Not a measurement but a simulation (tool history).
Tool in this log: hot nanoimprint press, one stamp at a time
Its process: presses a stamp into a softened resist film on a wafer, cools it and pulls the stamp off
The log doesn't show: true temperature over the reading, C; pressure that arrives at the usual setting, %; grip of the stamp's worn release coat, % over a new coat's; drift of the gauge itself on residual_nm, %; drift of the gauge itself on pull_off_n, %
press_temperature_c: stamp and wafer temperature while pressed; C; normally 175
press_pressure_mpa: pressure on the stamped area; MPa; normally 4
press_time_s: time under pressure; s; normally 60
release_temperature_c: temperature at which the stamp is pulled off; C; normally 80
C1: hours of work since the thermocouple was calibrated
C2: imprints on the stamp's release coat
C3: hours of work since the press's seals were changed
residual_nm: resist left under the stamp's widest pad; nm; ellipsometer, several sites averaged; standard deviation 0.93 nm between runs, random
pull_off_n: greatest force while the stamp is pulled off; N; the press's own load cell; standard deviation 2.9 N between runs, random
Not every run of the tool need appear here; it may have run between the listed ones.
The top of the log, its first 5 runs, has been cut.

run 6 day=5.733 | press_temperature_c=175 press_pressure_mpa=4 press_time_s=79 release_temperature_c=80 | C1=366 C2=679 C3=444 | residual_nm=124 pull_off_n=163
run 7 day=7.3 | press_temperature_c=175 press_pressure_mpa=4 press_time_s=60 release_temperature_c=80 | C1=385 C2=821 C3=463 | residual_nm=136.3 pull_off_n=165
run 8 day=8.254 | press_temperature_c=175 press_pressure_mpa=4 press_time_s=99 release_temperature_c=80 | C1=397 C2=908 C3=474 | residual_nm=112.5 pull_off_n=157
run 9 day=9.425 | press_temperature_c=175 press_pressure_mpa=2.55 press_time_s=60 release_temperature_c=80 | C1=411 C2=1014 C3=489 | residual_nm=161.2 pull_off_n=173
run 10 day=10.371 | press_temperature_c=175 press_pressure_mpa=4 press_time_s=60 release_temperature_c=80 | C1=422 C2=1101 C3=500 | residual_nm=135.2 pull_off_n=170
run 11 day=11.429 | press_temperature_c=175 press_pressure_mpa=4 press_time_s=60 release_temperature_c=82 | C1=435 C2=1197 C3=513 | residual_nm=136.3 pull_off_n=168
-- day=12.212 stamp cleaned and given a new release coat
run 12 day=12.717 | press_temperature_c=175 press_pressure_mpa=4 press_time_s=60 release_temperature_c=82 | C1=447 C2=46 C3=525 | residual_nm=135.7 pull_off_n=139
-- day=13.183 plate thermocouple calibrated
run 13 day=13.854 | press_temperature_c=175 press_pressure_mpa=4 press_time_s=33 release_temperature_c=82 | C1=8 C2=138 C3=537 | residual_nm=160.5 pull_off_n=133
run 14 day=15.333 | press_temperature_c=175 press_pressure_mpa=4 press_time_s=33 release_temperature_c=82 | C1=26 C2=272 C3=555 | residual_nm=158.5 pull_off_n=131
run 15 day=16.267 | press_temperature_c=175 press_pressure_mpa=4 press_time_s=34 release_temperature_c=80 | C1=37 C2=357 C3=566 | residual_nm=158.7 pull_off_n=142
run 16 day=17.458 | press_temperature_c=175 press_pressure_mpa=4 press_time_s=34 release_temperature_c=80 | C1=52 C2=465 C3=581 | residual_nm=157.4 pull_off_n=144
run 17 day=18.229 | press_temperature_c=175 press_pressure_mpa=4 press_time_s=34 release_temperature_c=80 | C1=61 C2=535 C3=590 | residual_nm=159.5 pull_off_n=151
run 18 day=19.417 | press_temperature_c=175 press_pressure_mpa=4 press_time_s=34 release_temperature_c=80 | C1=75 C2=643 C3=604 | residual_nm=158.8 pull_off_n=152
run 19 day=20.75 | press_temperature_c=182 press_pressure_mpa=3.93 press_time_s=36 release_temperature_c=80 | C1=91 C2=764 C3=620 | residual_nm=123.1 pull_off_n=164
run 20 day=21.879 | press_temperature_c=182 press_pressure_mpa=3.93 press_time_s=97 release_temperature_c=87 | C1=105 C2=867 C3=634 | residual_nm=83.1 pull_off_n=141
run 21 day=23.492 | press_temperature_c=185 press_pressure_mpa=3.02 press_time_s=118 release_temperature_c=80 | C1=124 C2=1013 C3=654 | residual_nm=76.2 pull_off_n=167
run 22 day=25.054 | press_temperature_c=177 press_pressure_mpa=2.9 press_time_s=79 release_temperature_c=74 | C1=143 C2=1155 C3=672 | residual_nm=126.9 pull_off_n=180
-- day=26.275 stamp cleaned and given a new release coat
run 23 day=26.479 | press_temperature_c=167 press_pressure_mpa=4.27 press_time_s=60 release_temperature_c=75 | C1=157 C2=19 C3=686 | residual_nm=174.1 pull_off_n=146
run 24 day=28 | press_temperature_c=167 press_pressure_mpa=4.02 press_time_s=60 release_temperature_c=75 | C1=176 C2=157 C3=705 | residual_nm=179 pull_off_n=151
run 25 day=29.021 | press_temperature_c=180 press_pressure_mpa=5.25 press_time_s=44 release_temperature_c=72 | C1=188 C2=249 C3=717 | residual_nm=110.8 pull_off_n=157
run 26 day=30.604 | press_temperature_c=182 press_pressure_mpa=2.84 press_time_s=32 release_temperature_c=67 | C1=207 C2=393 C3=736 | residual_nm=146.2 pull_off_n=179
run 27 day=31.492 | press_temperature_c=182 press_pressure_mpa=2.84 press_time_s=32 release_temperature_c=67 | C1=218 C2=474 C3=747 | residual_nm=146.2 pull_off_n=183
run 28 day=33.196 | press_temperature_c=182 press_pressure_mpa=2.84 press_time_s=32 release_temperature_c=67 | C1=238 C2=629 C3=767 | residual_nm=145.9 pull_off_n=189
run 29 day=34.517 | press_temperature_c=182 press_pressure_mpa=2.84 press_time_s=32 release_temperature_c=67 | C1=254 C2=749 C3=783 | residual_nm=147.7 pull_off_n=194
run 30 day=35.254 | press_temperature_c=175 press_pressure_mpa=5.54 press_time_s=60 release_temperature_c=68 | C1=263 C2=816 C3=792 | residual_nm=119.6 pull_off_n=190

What if the next run were any one of these 4? Each begins from the tool's condition after run 30:
run A day=36.908 | press_temperature_c=175 press_pressure_mpa=5.45 press_time_s=60 release_temperature_c=83 | C1=283 C2=966 C3=812 | residual_nm=? pull_off_n=?
run B day=36.908 | press_temperature_c=167 press_pressure_mpa=5.68 press_time_s=52 release_temperature_c=68 | C1=283 C2=966 C3=812 | residual_nm=? pull_off_n=?
run C day=36.908 | press_temperature_c=170 press_pressure_mpa=5.54 press_time_s=60 release_temperature_c=77 | C1=283 C2=966 C3=812 | residual_nm=? pull_off_n=?
run D day=36.908 | press_temperature_c=173 press_pressure_mpa=4 press_time_s=112 release_temperature_c=86 | C1=283 C2=966 C3=812 | residual_nm=? pull_off_n=?

run=A residual_nm=122.1 pull_off_n=160
run=B residual_nm=169.1 pull_off_n=189
run=C residual_nm=145.9 pull_off_n=177
run=D residual_nm=118 pull_off_n=152
With no hidden state in the tool, these same runs would have given:
run=A residual_nm=116.6 pull_off_n=134
run=B residual_nm=163 pull_off_n=158
run=C residual_nm=139.8 pull_off_n=148
run=D residual_nm=113.3 pull_off_n=127

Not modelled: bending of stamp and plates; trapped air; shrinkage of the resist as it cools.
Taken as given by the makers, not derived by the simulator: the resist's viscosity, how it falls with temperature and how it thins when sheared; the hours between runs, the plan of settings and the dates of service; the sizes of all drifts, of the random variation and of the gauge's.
